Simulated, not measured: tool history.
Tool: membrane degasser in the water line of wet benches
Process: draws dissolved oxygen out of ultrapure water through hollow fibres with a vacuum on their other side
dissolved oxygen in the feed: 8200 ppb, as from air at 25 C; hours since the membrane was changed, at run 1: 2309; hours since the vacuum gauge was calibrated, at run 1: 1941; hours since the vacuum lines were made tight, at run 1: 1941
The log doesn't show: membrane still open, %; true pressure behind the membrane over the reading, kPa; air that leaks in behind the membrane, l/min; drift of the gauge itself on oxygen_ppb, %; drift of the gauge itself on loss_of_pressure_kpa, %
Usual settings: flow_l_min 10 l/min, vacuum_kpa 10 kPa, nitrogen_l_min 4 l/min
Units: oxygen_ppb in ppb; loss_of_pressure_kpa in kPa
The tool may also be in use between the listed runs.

run,hour,flow_l_min,vacuum_kpa,nitrogen_l_min,hours since the membrane was changed,hours since the vacuum gauge was calibrated,hours since the vacuum lines were made tight,oxygen_ppb,loss_of_pressure_kpa
1,0,10,10,4,2309,1941,1941,45.3,67.14
2,96.8,10,10,4,2405,2038,2038,45.4,67.5
3,230.5,10,10,4,2539,2172,2172,45.1,67.44
4,365.6,10,10,4,2674,2307,2307,45.9,67.96
5,517.3,10,8.9,4,2826,2458,2458,38.7,67.22
6,621.8,10,8.9,4,2930,2563,2563,39.8,67.67
7,709.7,10,8.9,4,3018,2651,2651,39.4,67.52
8,855.5,10,8.9,4,3164,2796,2796,39.4,67.51
9,1006.9,10,8.9,5.05,3315,2948,2948,31.5,67.8
10,1128.3,10,8.9,5.05,3437,3069,3069,31.5,68.11
11,1221,10,8.9,5.05,3530,3162,3162,31.7,67.73
12,1340.3,10,10,5.18,3649,3281,3281,36.5,67.83
13,1416.3,10,6.4,5.18,3725,3357,3357,19.5,67.99
14,1541.9,10,6.5,3.38,3850,3483,3483,28.5,68.29
15,1620.6,10,6.5,3.38,3929,3562,3562,28.6,68.24
16,1748.3,10,6.5,3.38,4057,3689,3689,28.5,68.16
# hour 1761.9: vacuum gauge calibrated
17,1868,10,6.5,3.38,4176,106,3809,29.2,68.4
18,1948,7,17.3,2.38,4256,186,3888,105.5,47.52
19,2081.5,7,11.8,4,4390,320,4022,39.3,47.72
20,2153.3,7,11.8,4,4461,391,4094,39.7,47.47
21,2250.5,14,8.4,6.18,4558,489,4191,50.4,95.72
# hour 2372.5: vacuum gauge calibrated, once more
22,2372.5,10,10,4.8,4680,0,4313,38.7,68.53
23,2540.6,10,17.3,4,4848,168,4481,90.4,67.73

Hidden state or all else? Some run-to-run changes of oxygen_ppb, split into what the settings, what came in and random variation would give without the hidden state, and what is left for the hidden state (with any gauge scatter that isn't in both results):
Run 17 -> 18: flow_l_min 10 -> 7, vacuum_kpa 6.5 -> 17.3, nitrogen_l_min 3.38 -> 2.38. oxygen_ppb +76.3 ppb: hidden state +0.9, all else +75.4.
Run 18 -> 19: vacuum_kpa 17.3 -> 11.8, nitrogen_l_min 2.38 -> 4. oxygen_ppb -66.2 ppb: hidden state -1.7, all else -64.5.
Run 20 -> 21: flow_l_min 7 -> 14, vacuum_kpa 11.8 -> 8.4, nitrogen_l_min 4 -> 6.18. oxygen_ppb +10.7 ppb: hidden state +2.8, all else +7.9.
Run 21 -> 22: flow_l_min 14 -> 10, vacuum_kpa 8.4 -> 10, nitrogen_l_min 6.18 -> 4.8, vacuum gauge calibrated, once more. oxygen_ppb -11.7 ppb: hidden state -3.7, all else -8.

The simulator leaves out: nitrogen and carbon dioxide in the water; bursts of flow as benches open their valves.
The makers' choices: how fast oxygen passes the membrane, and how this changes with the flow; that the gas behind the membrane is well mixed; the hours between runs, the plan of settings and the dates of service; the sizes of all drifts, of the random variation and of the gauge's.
